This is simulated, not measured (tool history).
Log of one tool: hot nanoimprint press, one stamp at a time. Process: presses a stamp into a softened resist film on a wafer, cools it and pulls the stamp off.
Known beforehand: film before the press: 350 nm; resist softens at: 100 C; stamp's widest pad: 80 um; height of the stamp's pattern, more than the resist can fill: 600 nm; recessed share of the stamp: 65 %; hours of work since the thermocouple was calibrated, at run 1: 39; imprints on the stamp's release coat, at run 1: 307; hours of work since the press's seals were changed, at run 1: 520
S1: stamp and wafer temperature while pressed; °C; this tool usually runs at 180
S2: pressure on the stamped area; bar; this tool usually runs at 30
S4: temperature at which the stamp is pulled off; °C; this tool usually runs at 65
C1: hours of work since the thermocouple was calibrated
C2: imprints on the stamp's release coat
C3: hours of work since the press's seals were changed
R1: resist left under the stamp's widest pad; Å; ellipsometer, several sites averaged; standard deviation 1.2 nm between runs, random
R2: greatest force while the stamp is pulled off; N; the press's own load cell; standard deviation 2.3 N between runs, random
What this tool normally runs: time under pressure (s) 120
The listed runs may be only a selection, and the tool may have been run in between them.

{"run": 1, "hour": 0.0, "S1": 180, "S2": 30, "time under pressure (s)": 120, "S4": 65, "C1": 39, "C2": 307, "C3": 520, "R1": 1840, "R2": 102}
{"run": 2, "hour": 12.0, "S1": 180, "S2": 30, "time under pressure (s)": 120, "S4": 65, "C1": 48, "C2": 382, "C3": 530, "R1": 1853, "R2": 100}
{"run": 3, "hour": 30.4, "S1": 180, "S2": 30, "time under pressure (s)": 120, "S4": 65, "C1": 63, "C2": 496, "C3": 544, "R1": 1828, "R2": 99}
{"run": 4, "hour": 42.6, "S1": 180, "S2": 30, "time under pressure (s)": 133, "S4": 65, "C1": 72, "C2": 573, "C3": 554, "R1": 1780, "R2": 100}
{"run": 5, "hour": 57.3, "S1": 180, "S2": 30, "time under pressure (s)": 133, "S4": 65, "C1": 84, "C2": 664, "C3": 565, "R1": 1765, "R2": 98}
{"run": 6, "hour": 80.4, "S1": 180, "S2": 30, "time under pressure (s)": 133, "S4": 65, "C1": 102, "C2": 808, "C3": 584, "R1": 1778, "R2": 106}
{"run": 7, "hour": 99.8, "S1": 180, "S2": 30, "time under pressure (s)": 133, "S4": 65, "C1": 118, "C2": 929, "C3": 599, "R1": 1767, "R2": 103}
{"run": 8, "hour": 117.7, "S1": 180, "S2": 30, "time under pressure (s)": 133, "S4": 65, "C1": 132, "C2": 1041, "C3": 613, "R1": 1759, "R2": 106}
{"run": 9, "hour": 129.2, "S1": 180, "S2": 24.5, "time under pressure (s)": 133, "S4": 65, "C1": 141, "C2": 1113, "C3": 622, "R1": 1937, "R2": 105}
{"run": 10, "hour": 140.0, "S1": 180, "S2": 27.3, "time under pressure (s)": 120, "S4": 65, "C1": 149, "C2": 1180, "C3": 631, "R1": 1915, "R2": 101}
{"run": 11, "hour": 150.5, "S1": 180, "S2": 27.3, "time under pressure (s)": 120, "S4": 64, "C1": 157, "C2": 1246, "C3": 639, "R1": 1923, "R2": 109}
{"run": 12, "hour": 171.1, "S1": 180, "S2": 27.3, "time under pressure (s)": 120, "S4": 64, "C1": 174, "C2": 1374, "C3": 655, "R1": 1894, "R2": 101}
{"run": 13, "hour": 181.9, "S1": 180, "S2": 30, "time under pressure (s)": 212, "S4": 65, "C1": 182, "C2": 1442, "C3": 664, "R1": 1491, "R2": 102}
{"run": 14, "hour": 199.0, "S1": 180, "S2": 30, "time under pressure (s)": 120, "S4": 65, "C1": 196, "C2": 1548, "C3": 677, "R1": 1843, "R2": 100}
{"run": 15, "hour": 220.5, "S1": 180, "S2": 30, "time under pressure (s)": 120, "S4": 65, "C1": 213, "C2": 1682, "C3": 694, "R1": 1835, "R2": 102}
{"run": 16, "hour": 245.0, "S1": 182, "S2": 18.4, "time under pressure (s)": 62, "S4": 64, "C1": 232, "C2": 1835, "C3": 714, "R1": 2451, "R2": 101}
{"run": 17, "hour": 265.3, "S1": 171, "S2": 46.1, "time under pressure (s)": 120, "S4": 67, "C1": 248, "C2": 1962, "C3": 730, "R1": 2275, "R2": 97}
{"run": 18, "hour": 285.1, "S1": 176, "S2": 30, "time under pressure (s)": 120, "S4": 65, "C1": 264, "C2": 2085, "C3": 745, "R1": 2194, "R2": 105}
{"run": 19, "hour": 304.0, "S1": 176, "S2": 30, "time under pressure (s)": 120, "S4": 65, "C1": 279, "C2": 2203, "C3": 760, "R1": 2188, "R2": 104}
{"run": 20, "hour": 323.9, "S1": 180, "S2": 32.9, "time under pressure (s)": 120, "S4": 65, "C1": 294, "C2": 2327, "C3": 776, "R1": 1752, "R2": 104}
{"run": 21, "hour": 335.2, "S1": 183, "S2": 45.5, "time under pressure (s)": 132, "S4": 63, "C1": 303, "C2": 2398, "C3": 785, "R1": 1302, "R2": 111}
{"hour": 358.5, "done": "stamp cleaned and given a new release coat"}
{"run": 22, "hour": 363.3, "S1": 183, "S2": 45.5, "time under pressure (s)": 132, "S4": 63, "C1": 321, "C2": 29, "C3": 802, "R1": 1301, "R2": 105}
{"run": 23, "hour": 377.7, "S1": 180, "S2": 45.5, "time under pressure (s)": 177, "S4": 53, "C1": 332, "C2": 119, "C3": 813, "R1": 1325, "R2": 136}
{"hour": 387.5, "done": "press's hydraulic seals changed and the load cell set to zero"}
{"run": 24, "hour": 410.6, "S1": 180, "S2": 45.5, "time under pressure (s)": 177, "S4": 71, "C1": 352, "C2": 274, "C3": 18, "R1": 1333, "R2": 87}
{"run": 25, "hour": 421.9, "S1": 179, "S2": 30, "time under pressure (s)": 105, "S4": 65, "C1": 361, "C2": 345, "C3": 27, "R1": 2033, "R2": 102}
{"run": 26, "hour": 443.3, "S1": 179, "S2": 30, "time under pressure (s)": 105, "S4": 65, "C1": 377, "C2": 479, "C3": 44, "R1": 1998, "R2": 104}
{"run": 27, "hour": 457.7, "S1": 179, "S2": 30, "time under pressure (s)": 105, "S4": 52, "C1": 389, "C2": 568, "C3": 55, "R1": 2019, "R2": 133}
{"run": 28, "hour": 473.0, "S1": 168, "S2": 31.2, "time under pressure (s)": 108, "S4": 54, "C1": 401, "C2": 664, "C3": 67, "R1": 2791, "R2": 124}
{"run": 29, "hour": 496.4, "S1": 189, "S2": 28.6, "time under pressure (s)": 108, "S4": 66, "C1": 419, "C2": 809, "C3": 86, "R1": 1329, "R2": 99}

Entry by entry between the runs, the difference in hidden state between the last listed run before and the first listed run after:
Runs 21 to 22: stamp cleaned and given a new release coat (hour 358.5)
  grip of the stamp's worn release coat, % over a new coat's: 1.2 -> 0
Runs 23 to 24: press's hydraulic seals changed and the load cell set to zero (hour 387.5)
  pressure that arrives at the usual setting, %: 99.9 -> 99.99

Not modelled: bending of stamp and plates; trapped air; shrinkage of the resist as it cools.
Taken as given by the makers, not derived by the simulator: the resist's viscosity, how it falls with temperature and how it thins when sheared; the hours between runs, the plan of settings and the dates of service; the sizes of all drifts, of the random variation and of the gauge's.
